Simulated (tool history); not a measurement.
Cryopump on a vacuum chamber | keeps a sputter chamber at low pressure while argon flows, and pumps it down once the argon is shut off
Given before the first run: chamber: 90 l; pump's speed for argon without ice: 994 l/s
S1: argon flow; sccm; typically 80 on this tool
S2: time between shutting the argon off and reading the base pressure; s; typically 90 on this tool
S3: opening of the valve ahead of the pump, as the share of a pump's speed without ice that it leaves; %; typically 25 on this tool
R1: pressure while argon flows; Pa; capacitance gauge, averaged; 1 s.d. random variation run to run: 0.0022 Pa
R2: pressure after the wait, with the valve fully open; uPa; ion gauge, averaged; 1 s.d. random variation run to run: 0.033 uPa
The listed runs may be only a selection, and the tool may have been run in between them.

{"run": 1, "hour": 0.0, "S1": 80, "S2": 90, "S3": 25, "R1": 0.5483, "R2": 4.54}
{"run": 2, "hour": 54.0, "S1": 80, "S2": 90, "S3": 25, "R1": 0.5537, "R2": 4.47}
{"run": 3, "hour": 111.3, "S1": 80, "S2": 90, "S3": 25, "R1": 0.5547, "R2": 4.74}
{"run": 4, "hour": 163.7, "S1": 80, "S2": 90, "S3": 25, "R1": 0.5558, "R2": 4.74}
{"run": 5, "hour": 216.4, "S1": 80, "S2": 90, "S3": 25, "R1": 0.5587, "R2": 4.93}
{"run": 6, "hour": 279.2, "S1": 63, "S2": 90, "S3": 25, "R1": 0.4393, "R2": 4.99}
{"run": 7, "hour": 380.8, "S1": 63, "S2": 90, "S3": 25, "R1": 0.443, "R2": 5.27}
{"run": 8, "hour": 425.7, "S1": 80, "S2": 90, "S3": 25, "R1": 0.5654, "R2": 5.33}
{"run": 9, "hour": 509.0, "S1": 80, "S2": 90, "S3": 25, "R1": 0.5644, "R2": 5.42}
{"run": 10, "hour": 592.2, "S1": 80, "S2": 90, "S3": 25, "R1": 0.5716, "R2": 5.63}
{"run": 11, "hour": 663.7, "S1": 80, "S2": 90, "S3": 25, "R1": 0.5727, "R2": 6.01}
{"run": 12, "hour": 726.1, "S1": 80, "S2": 90, "S3": 25, "R1": 0.5738, "R2": 5.93}
{"run": 13, "hour": 775.7, "S1": 80, "S2": 90, "S3": 25, "R1": 0.5804, "R2": 6.07}
{"run": 14, "hour": 840.4, "S1": 80, "S2": 90, "S3": 25, "R1": 0.5821, "R2": 6.27}
{"run": 15, "hour": 882.2, "S1": 80, "S2": 90, "S3": 25, "R1": 0.5836, "R2": 6.28}
{"run": 16, "hour": 956.0, "S1": 80, "S2": 42, "S3": 25, "R1": 0.5876, "R2": 8.3}
{"run": 17, "hour": 1050.7, "S1": 80, "S2": 42, "S3": 25, "R1": 0.5858, "R2": 8.35}
{"run": 18, "hour": 1117.7, "S1": 80, "S2": 24, "S3": 25, "R1": 0.5975, "R2": 11.11}
{"run": 19, "hour": 1186.8, "S1": 80, "S2": 90, "S3": 16, "R1": 0.896, "R2": 7.23}
{"hour": 1273.1, "done": "leaking fittings of the chamber tightened, without venting"}
{"run": 20, "hour": 1285.9, "S1": 123, "S2": 126, "S3": 37, "R1": 0.6549, "R2": 1.58}
{"hour": 1339.3, "done": "pump warmed up, emptied and cooled again"}
{"run": 21, "hour": 1392.1, "S1": 41, "S2": 92, "S3": 40, "R1": 0.1776, "R2": 1.89}
{"run": 22, "hour": 1488.2, "S1": 41, "S2": 92, "S3": 40, "R1": 0.1783, "R2": 2.14}
{"run": 23, "hour": 1568.6, "S1": 42, "S2": 92, "S3": 28, "R1": 0.2609, "R2": 2.19}
{"run": 24, "hour": 1666.7, "S1": 65, "S2": 50, "S3": 25, "R1": 0.4525, "R2": 3.52}
{"run": 25, "hour": 1757.9, "S1": 65, "S2": 50, "S3": 25, "R1": 0.4518, "R2": 3.61}
{"run": 26, "hour": 1800.1, "S1": 65, "S2": 50, "S3": 25, "R1": 0.4619, "R2": 3.79}
{"run": 27, "hour": 1855.4, "S1": 80, "S2": 144, "S3": 17, "R1": 0.8245, "R2": 1.93}
{"run": 28, "hour": 1939.6, "S1": 65, "S2": 73, "S3": 25, "R1": 0.4579, "R2": 3.01}

Below are 4 alternative next runs, each starting from the tool's condition after run 28. Predict each:
{"run": "A", "hour": 2029.0, "S1": 80, "S2": 132, "S3": 25, "R1": "?", "R2": "?"}
{"run": "B", "hour": 2029.0, "S1": 65, "S2": 29, "S3": 25, "R1": "?", "R2": "?"}
{"run": "C", "hour": 2029.0, "S1": 44, "S2": 90, "S3": 25, "R1": "?", "R2": "?"}
{"run": "D", "hour": 2029.0, "S1": 47, "S2": 90, "S3": 50, "R1": "?", "R2": "?"}

run=A R1=0.5710 R2=2.29
run=B R1=0.4636 R2=5.92
run=C R1=0.3124 R2=2.87
run=D R1=0.1738 R2=2.73
Stripped of hidden state, with their random variation kept, the same runs would have yielded:
run=A R1=0.5452 R2=1.30
run=B R1=0.4427 R2=4.94
run=C R1=0.2982 R2=1.85
run=D R1=0.1587 R2=1.75
